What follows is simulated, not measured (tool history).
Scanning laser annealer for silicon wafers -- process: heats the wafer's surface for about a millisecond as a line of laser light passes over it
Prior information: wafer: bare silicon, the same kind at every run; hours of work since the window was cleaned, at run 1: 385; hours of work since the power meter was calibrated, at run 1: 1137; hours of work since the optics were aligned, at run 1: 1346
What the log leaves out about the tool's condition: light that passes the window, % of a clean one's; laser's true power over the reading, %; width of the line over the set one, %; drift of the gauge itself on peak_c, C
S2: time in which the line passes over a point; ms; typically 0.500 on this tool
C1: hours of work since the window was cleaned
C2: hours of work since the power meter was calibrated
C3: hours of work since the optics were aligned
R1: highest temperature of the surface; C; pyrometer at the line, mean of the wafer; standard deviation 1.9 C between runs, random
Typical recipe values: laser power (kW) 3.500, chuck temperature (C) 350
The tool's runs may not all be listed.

{"run": 1, "hour": 0.0, "laser power (kW)": 3.5, "S2": 0.5, "chuck temperature (C)": 350, "C1": 385, "C2": 1137, "C3": 1346, "R1": 1080}
{"run": 2, "hour": 38.0, "laser power (kW)": 3.5, "S2": 0.5, "chuck temperature (C)": 339, "C1": 407, "C2": 1159, "C3": 1367, "R1": 1066}
{"run": 3, "hour": 71.0, "laser power (kW)": 3.5, "S2": 0.556, "chuck temperature (C)": 339, "C1": 425, "C2": 1177, "C3": 1386, "R1": 1101}
{"run": 4, "hour": 103.1, "laser power (kW)": 3.5, "S2": 0.556, "chuck temperature (C)": 339, "C1": 443, "C2": 1195, "C3": 1403, "R1": 1104}
{"run": 5, "hour": 136.1, "laser power (kW)": 3.5, "S2": 0.556, "chuck temperature (C)": 339, "C1": 461, "C2": 1213, "C3": 1422, "R1": 1102}
{"run": 6, "hour": 162.0, "laser power (kW)": 3.665, "S2": 0.556, "chuck temperature (C)": 339, "C1": 476, "C2": 1228, "C3": 1436, "R1": 1142}
{"run": 7, "hour": 203.6, "laser power (kW)": 3.665, "S2": 0.556, "chuck temperature (C)": 339, "C1": 499, "C2": 1251, "C3": 1460, "R1": 1136}
{"run": 8, "hour": 226.7, "laser power (kW)": 3.665, "S2": 0.556, "chuck temperature (C)": 339, "C1": 512, "C2": 1264, "C3": 1472, "R1": 1140}
{"hour": 263.0, "done": "window over the wafer cleaned"}
{"run": 9, "hour": 267.0, "laser power (kW)": 3.5, "S2": 0.425, "chuck temperature (C)": 350, "C1": 2, "C2": 1285, "C3": 1494, "R1": 1039}
{"run": 10, "hour": 294.1, "laser power (kW)": 3.581, "S2": 0.425, "chuck temperature (C)": 350, "C1": 17, "C2": 1301, "C3": 1509, "R1": 1055}
{"run": 11, "hour": 318.4, "laser power (kW)": 3.581, "S2": 0.425, "chuck temperature (C)": 348, "C1": 31, "C2": 1314, "C3": 1523, "R1": 1052}
{"run": 12, "hour": 366.2, "laser power (kW)": 3.581, "S2": 0.425, "chuck temperature (C)": 348, "C1": 58, "C2": 1341, "C3": 1549, "R1": 1049}
{"run": 13, "hour": 415.3, "laser power (kW)": 3.581, "S2": 0.425, "chuck temperature (C)": 348, "C1": 85, "C2": 1368, "C3": 1577, "R1": 1049}
{"run": 14, "hour": 438.0, "laser power (kW)": 3.5, "S2": 0.5, "chuck temperature (C)": 350, "C1": 98, "C2": 1381, "C3": 1589, "R1": 1087}
{"run": 15, "hour": 473.0, "laser power (kW)": 2.989, "S2": 0.5, "chuck temperature (C)": 350, "C1": 117, "C2": 1400, "C3": 1609, "R1": 971}
{"run": 16, "hour": 517.5, "laser power (kW)": 3.005, "S2": 0.5, "chuck temperature (C)": 350, "C1": 142, "C2": 1425, "C3": 1634, "R1": 972}
{"run": 17, "hour": 543.6, "laser power (kW)": 3.5, "S2": 0.5, "chuck temperature (C)": 350, "C1": 157, "C2": 1440, "C3": 1648, "R1": 1083}
{"run": 18, "hour": 588.1, "laser power (kW)": 3.5, "S2": 0.5, "chuck temperature (C)": 350, "C1": 182, "C2": 1465, "C3": 1673, "R1": 1083}
{"run": 19, "hour": 642.2, "laser power (kW)": 3.5, "S2": 0.5, "chuck temperature (C)": 350, "C1": 212, "C2": 1495, "C3": 1703, "R1": 1082}
{"run": 20, "hour": 671.0, "laser power (kW)": 3.5, "S2": 0.5, "chuck temperature (C)": 350, "C1": 228, "C2": 1511, "C3": 1719, "R1": 1082}
{"run": 21, "hour": 715.8, "laser power (kW)": 3.5, "S2": 0.422, "chuck temperature (C)": 350, "C1": 253, "C2": 1536, "C3": 1744, "R1": 1029}
{"run": 22, "hour": 766.1, "laser power (kW)": 3.5, "S2": 0.371, "chuck temperature (C)": 310, "C1": 281, "C2": 1564, "C3": 1772, "R1": 946}
{"run": 23, "hour": 808.4, "laser power (kW)": 3.5, "S2": 0.371, "chuck temperature (C)": 310, "C1": 304, "C2": 1588, "C3": 1796, "R1": 943}
{"run": 24, "hour": 860.3, "laser power (kW)": 3.5, "S2": 0.371, "chuck temperature (C)": 310, "C1": 333, "C2": 1617, "C3": 1825, "R1": 943}
{"run": 25, "hour": 890.5, "laser power (kW)": 3.5, "S2": 0.371, "chuck temperature (C)": 310, "C1": 350, "C2": 1633, "C3": 1842, "R1": 943}
{"run": 26, "hour": 930.5, "laser power (kW)": 3.5, "S2": 0.371, "chuck temperature (C)": 310, "C1": 373, "C2": 1656, "C3": 1864, "R1": 943}
{"run": 27, "hour": 953.4, "laser power (kW)": 3.229, "S2": 0.5, "chuck temperature (C)": 350, "C1": 385, "C2": 1669, "C3": 1877, "R1": 1015}
{"run": 28, "hour": 995.2, "laser power (kW)": 3.229, "S2": 0.5, "chuck temperature (C)": 350, "C1": 409, "C2": 1692, "C3": 1900, "R1": 1016}
{"run": 29, "hour": 1024.5, "laser power (kW)": 3.564, "S2": 0.511, "chuck temperature (C)": 310, "C1": 425, "C2": 1708, "C3": 1917, "R1": 1058}
{"run": 30, "hour": 1057.3, "laser power (kW)": 3.564, "S2": 0.511, "chuck temperature (C)": 310, "C1": 443, "C2": 1727, "C3": 1935, "R1": 1053}
{"hour": 1104.0, "done": "optics aligned, line set to its width"}
{"run": 31, "hour": 1112.4, "laser power (kW)": 3.564, "S2": 0.511, "chuck temperature (C)": 310, "C1": 471, "C2": 1754, "C3": 5, "R1": 1079}
{"run": 32, "hour": 1165.6, "laser power (kW)": 3.5, "S2": 0.5, "chuck temperature (C)": 371, "C1": 501, "C2": 1784, "C3": 34, "R1": 1115}
{"run": 33, "hour": 1190.0, "laser power (kW)": 3.696, "S2": 0.438, "chuck temperature (C)": 371, "C1": 515, "C2": 1798, "C3": 48, "R1": 1113}
{"hour": 1223.9, "done": "window over the wafer cleaned"}
{"run": 34, "hour": 1228.2, "laser power (kW)": 3.696, "S2": 0.438, "chuck temperature (C)": 371, "C1": 2, "C2": 1818, "C3": 68, "R1": 1128}
{"run": 35, "hour": 1263.2, "laser power (kW)": 3.196, "S2": 0.5, "chuck temperature (C)": 350, "C1": 22, "C2": 1838, "C3": 88, "R1": 1035}
{"run": 36, "hour": 1304.4, "laser power (kW)": 3.5, "S2": 0.466, "chuck temperature (C)": 350, "C1": 45, "C2": 1861, "C3": 111, "R1": 1081}
{"run": 37, "hour": 1340.1, "laser power (kW)": 3.5, "S2": 0.466, "chuck temperature (C)": 350, "C1": 65, "C2": 1881, "C3": 131, "R1": 1083}
{"run": 38, "hour": 1373.9, "laser power (kW)": 3.684, "S2": 0.5, "chuck temperature (C)": 355, "C1": 84, "C2": 1899, "C3": 150, "R1": 1152}
{"run": 39, "hour": 1397.0, "laser power (kW)": 3.5, "S2": 0.45, "chuck temperature (C)": 325, "C1": 97, "C2": 1912, "C3": 162, "R1": 1043}
{"run": 40, "hour": 1445.3, "laser power (kW)": 3.5, "S2": 0.45, "chuck temperature (C)": 325, "C1": 124, "C2": 1939, "C3": 189, "R1": 1045}

Branching from run 40: 4 alternative next runs. What would each branch give?
{"run": "A", "hour": 1499.1, "laser power (kW)": 3.5, "S2": 0.545, "chuck temperature (C)": 350, "C1": 154, "C2": 1969, "C3": 219, "R1": "?"}
{"run": "B", "hour": 1499.1, "laser power (kW)": 3.8, "S2": 0.5, "chuck temperature (C)": 350, "C1": 154, "C2": 1969, "C3": 219, "R1": "?"}
{"run": "C", "hour": 1499.1, "laser power (kW)": 3.254, "S2": 0.379, "chuck temperature (C)": 326, "C1": 154, "C2": 1969, "C3": 219, "R1": "?"}
{"run": "D", "hour": 1499.1, "laser power (kW)": 3.1, "S2": 0.5, "chuck temperature (C)": 350, "C1": 154, "C2": 1969, "C3": 219, "R1": "?"}

run=A R1=1135
run=B R1=1177
run=C R1=936
run=D R1=1010
Stripped of hidden state, with their random variation kept, the same runs would have yielded:
run=A R1=1140
run=B R1=1182
run=C R1=940
run=D R1=1014
